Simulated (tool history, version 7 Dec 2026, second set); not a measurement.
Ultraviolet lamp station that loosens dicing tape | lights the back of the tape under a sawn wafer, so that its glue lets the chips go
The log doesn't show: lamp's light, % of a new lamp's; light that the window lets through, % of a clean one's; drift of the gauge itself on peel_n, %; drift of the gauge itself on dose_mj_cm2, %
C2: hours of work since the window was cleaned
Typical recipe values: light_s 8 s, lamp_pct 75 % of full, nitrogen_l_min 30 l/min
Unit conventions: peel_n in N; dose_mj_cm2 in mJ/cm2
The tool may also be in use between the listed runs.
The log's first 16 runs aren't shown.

{"run": 17, "hour": 110.2, "light_s": 6, "lamp_pct": 75, "nitrogen_l_min": 30, "hours of work of the lamp": 74, "C2": 460, "peel_n": 0.817, "dose_mj_cm2": 166}
{"run": 18, "hour": 117.6, "light_s": 6, "lamp_pct": 75, "nitrogen_l_min": 30, "hours of work of the lamp": 77, "C2": 463, "peel_n": 0.836, "dose_mj_cm2": 164}
{"run": 19, "hour": 125.3, "light_s": 11, "lamp_pct": 75, "nitrogen_l_min": 30, "hours of work of the lamp": 81, "C2": 467, "peel_n": 0.271, "dose_mj_cm2": 299}
{"run": 20, "hour": 133.0, "light_s": 11, "lamp_pct": 75, "nitrogen_l_min": 30, "hours of work of the lamp": 84, "C2": 471, "peel_n": 0.291, "dose_mj_cm2": 300}
{"run": 21, "hour": 142.2, "light_s": 14, "lamp_pct": 65, "nitrogen_l_min": 53, "hours of work of the lamp": 89, "C2": 475, "peel_n": 0.201, "dose_mj_cm2": 332}
{"run": 22, "hour": 147.5, "light_s": 5, "lamp_pct": 77, "nitrogen_l_min": 42, "hours of work of the lamp": 91, "C2": 477, "peel_n": 0.875, "dose_mj_cm2": 140}
{"run": 23, "hour": 157.2, "light_s": 8, "lamp_pct": 75, "nitrogen_l_min": 14, "hours of work of the lamp": 96, "C2": 482, "peel_n": 0.915, "dose_mj_cm2": 216}
{"run": 24, "hour": 162.5, "light_s": 8, "lamp_pct": 75, "nitrogen_l_min": 19, "hours of work of the lamp": 98, "C2": 484, "peel_n": 0.693, "dose_mj_cm2": 218}
{"run": 25, "hour": 170.7, "light_s": 14, "lamp_pct": 86, "nitrogen_l_min": 30, "hours of work of the lamp": 102, "C2": 488, "peel_n": 0.196, "dose_mj_cm2": 437}
{"run": 26, "hour": 176.5, "light_s": 14, "lamp_pct": 91, "nitrogen_l_min": 56, "hours of work of the lamp": 105, "C2": 491, "peel_n": 0.191, "dose_mj_cm2": 451}
{"run": 27, "hour": 182.7, "light_s": 7, "lamp_pct": 87, "nitrogen_l_min": 18, "hours of work of the lamp": 107, "C2": 494, "peel_n": 0.702, "dose_mj_cm2": 216}

Run 28 is up next; what results do you expect?
{"run": 28, "hour": 189.4, "light_s": 14, "lamp_pct": 81, "nitrogen_l_min": 57, "hours of work of the lamp": 111, "C2": 497, "peel_n": "?", "dose_mj_cm2": "?"}

{"run 28": {"peel_n": 0.199, "dose_mj_cm2": 403}}
Had the tool carried no hidden state, the very same run would have given peel_n 0.196 N, dose_mj_cm2 492 mJ/cm2.
